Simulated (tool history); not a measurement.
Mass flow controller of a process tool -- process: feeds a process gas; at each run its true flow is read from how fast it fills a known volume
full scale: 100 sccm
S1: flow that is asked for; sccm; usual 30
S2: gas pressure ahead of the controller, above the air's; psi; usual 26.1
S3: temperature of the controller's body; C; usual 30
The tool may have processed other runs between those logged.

run 1 hour=0 | S1=30 S2=26.1 S3=30 | true_flow_(%)=99.45
run 2 hour=88.4 | S1=30 S2=26.1 S3=30 | true_flow_(%)=99.45
run 3 hour=180.7 | S1=30 S2=26.1 S3=30 | true_flow_(%)=99.44
run 4 hour=257.4 | S1=30 S2=26.1 S3=30 | true_flow_(%)=99.35
run 5 hour=297.1 | S1=30 S2=26.1 S3=30 | true_flow_(%)=99.32
run 6 hour=342.2 | S1=30 S2=26.1 S3=30 | true_flow_(%)=99.41
run 7 hour=411.1 | S1=30 S2=26.1 S3=38 | true_flow_(%)=100.2
run 8 hour=458.6 | S1=30 S2=26.1 S3=38 | true_flow_(%)=100.18
run 9 hour=509.3 | S1=30 S2=26.1 S3=38 | true_flow_(%)=100.14
run 10 hour=565.2 | S1=30 S2=26.1 S3=30 | true_flow_(%)=99.32
run 11 hour=624.1 | S1=30 S2=26.1 S3=30 | true_flow_(%)=99.15
run 12 hour=701.6 | S1=30 S2=30.5 S3=30 | true_flow_(%)=99.27
run 13 hour=744.6 | S1=30 S2=30.5 S3=30 | true_flow_(%)=99.43
run 14 hour=799.1 | S1=30 S2=30.5 S3=30 | true_flow_(%)=99.3
run 15 hour=866.9 | S1=30 S2=30.5 S3=30 | true_flow_(%)=99.38
run 16 hour=938.8 | S1=30 S2=30.5 S3=30 | true_flow_(%)=99.43
run 17 hour=1028.1 | S1=30 S2=30.5 S3=30 | true_flow_(%)=99.34
run 18 hour=1101.2 | S1=30 S2=23.2 S3=29 | true_flow_(%)=99.14
run 19 hour=1152.9 | S1=30 S2=23.2 S3=29 | true_flow_(%)=99.1
run 20 hour=1225.9 | S1=14 S2=35.1 S3=26 | true_flow_(%)=97.8
run 21 hour=1311.2 | S1=16 S2=28.6 S3=30 | true_flow_(%)=98.25
run 22 hour=1393.4 | S1=38 S2=23.6 S3=25 | true_flow_(%)=98.76
run 23 hour=1462.8 | S1=38 S2=23.6 S3=25 | true_flow_(%)=98.77
run 24 hour=1547.8 | S1=75 S2=33.4 S3=28 | true_flow_(%)=100.11
run 25 hour=1629.5 | S1=45 S2=22.2 S3=32 | true_flow_(%)=99.72
run 26 hour=1667.4 | S1=45 S2=39.5 S3=32 | true_flow_(%)=100.03
run 27 hour=1721.2 | S1=45 S2=39.5 S3=32 | true_flow_(%)=100.12
run 28 hour=1764.2 | S1=77 S2=26.3 S3=24 | true_flow_(%)=99.73
run 29 hour=1819.5 | S1=86 S2=22.8 S3=31 | true_flow_(%)=100.52
run 30 hour=1875.9 | S1=86 S2=22.8 S3=31 | true_flow_(%)=100.47
run 31 hour=1933.8 | S1=12 S2=22.8 S3=27 | true_flow_(%)=96.8
run 32 hour=1994.4 | S1=13 S2=29 S3=24 | true_flow_(%)=96.76

5 options for the next run, each taken on its own from the tool as it stands now. Forecast them:
run A hour=2080.9 | S1=13 S2=39.2 S3=28 | true_flow_(%)=?
run B hour=2080.9 | S1=27 S2=22.8 S3=22 | true_flow_(%)=?
run C hour=2080.9 | S1=95 S2=22.3 S3=24 | true_flow_(%)=?
run D hour=2080.9 | S1=32 S2=24.4 S3=37 | true_flow_(%)=?
run E hour=2080.9 | S1=53 S2=36.5 S3=34 | true_flow_(%)=?

run=A true_flow_(%)=97.4
run=B true_flow_(%)=97.81
run=C true_flow_(%)=99.76
run=D true_flow_(%)=99.73
run=E true_flow_(%)=100.46
Without the tool's unlogged condition, the same runs would have read:
run=A true_flow_(%)=99.5
run=B true_flow_(%)=98.54
run=C true_flow_(%)=99.58
run=D true_flow_(%)=100.26
run=E true_flow_(%)=100.56

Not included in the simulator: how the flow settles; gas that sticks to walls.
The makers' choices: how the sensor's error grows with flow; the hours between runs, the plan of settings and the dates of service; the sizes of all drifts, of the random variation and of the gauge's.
